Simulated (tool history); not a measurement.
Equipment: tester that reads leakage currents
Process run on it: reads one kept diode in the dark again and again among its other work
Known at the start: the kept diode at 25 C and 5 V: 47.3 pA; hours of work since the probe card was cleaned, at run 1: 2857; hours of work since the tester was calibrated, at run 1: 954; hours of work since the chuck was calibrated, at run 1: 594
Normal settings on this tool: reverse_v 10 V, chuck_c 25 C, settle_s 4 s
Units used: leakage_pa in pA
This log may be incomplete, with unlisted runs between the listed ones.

run	hour	reverse_v	chuck_c	settle_s	hours of work since the probe card was cleaned	hours of work since the tester was calibrated	hours of work since the chuck was calibrated	leakage_pa
1	0	10	25	4	2857	954	594	68.45
2	38.8	1.6	25	4	2879	976	615	34.75
3	100.8	10	25	4	2914	1011	650	69.21
4	136.6	10	43	4	2934	1031	670	243.5
5	189.9	10	43	4	2964	1061	701	243.6
6	238.5	10	43	4	2992	1089	728	245.06
7	290.7	10	25	4	3021	1118	757	70.1
8	336.5	1.1	25	4	3047	1144	783	30.88
9	398.5	10	25	4	3082	1179	818	70.59
10	455.1	18.5	25	4	3114	1210	850	90.91
11	514.5	11.1	25	4	3147	1244	883	73.76
12	567.3	10	43	4	3177	1274	913	248.79
13	626.6	10	43	4	3210	1307	946	251.29
# hour 657.5: probe card cleaned and baked
14	691.6	10	25	1.73	19	1342	981	69.13
15	726.9	1	25	4	39	1362	1001	30.47
16	780.7	1	25	4	69	1392	1031	30.15
17	830	1	25	4	97	1420	1059	30.5
18	878.4	1	25	4	124	1447	1086	30.64
19	931.8	1	25	4	154	1477	1116	30.59
20	969.4	10	25	4	176	1498	1138	68.94
21	1027.5	10	25	4	208	1531	1170	70.05
22	1085	1.4	39	4	241	1563	1203	96.91
23	1128	1.4	39	4	265	1588	1227	96.85
24	1186.7	8.4	24	6.1	298	1621	1260	61.19
25	1232	3.6	28	0.61	323	1646	1285	63.44
26	1262.4	3.6	28	0.61	341	1663	1303	63.56
27	1294.5	3.9	28	4.37	359	1681	1321	63.29
28	1339.4	1.1	25	3.56	384	1707	1346	32.41
# hour 1351: chuck's temperature calibrated
29	1376.5	1.1	25	3.56	404	1726	14	28.58
30	1439.1	1.3	25	1	439	1762	50	30.95
31	1490.1	1.3	25	1	468	1790	78	30.77
32	1537.4	3.5	25	3.11	494	1817	105	43.47
33	1567.7	16	50	2.95	511	1834	122	439.4
34	1629.3	10	38	4	546	1869	157	163.76
35	1682.6	10	38	1.27	576	1899	187	166.6
36	1728.3	19.6	37	4.19	602	1924	212	196.09
37	1786.9	3.4	37	6.23	635	1957	245	106.15
38	1821.1	10	27	4	654	1977	265	75.45
39	1882	8.6	25	1.25	688	2011	299	63.54
40	1913.8	10	25	1.34	706	2029	317	66.88
41	1956.5	10	25	1.34	730	2053	341	67.3

Here are 3 independent what-if runs from the current tool condition. What would each one return?
A	2000.3	3.5	25	1.92	755	2078	366	?
B	2000.3	1.6	40	0.47	755	2078	366	?
C	2000.3	10	22	1.34	755	2078	366	?

run	leakage_pa
A	45.26
B	103.44
C	54.1
Stripped of hidden state, with their random variation kept, the same runs would have yielded:
run	leakage_pa
A	42.55
B	98.3
C	50.37
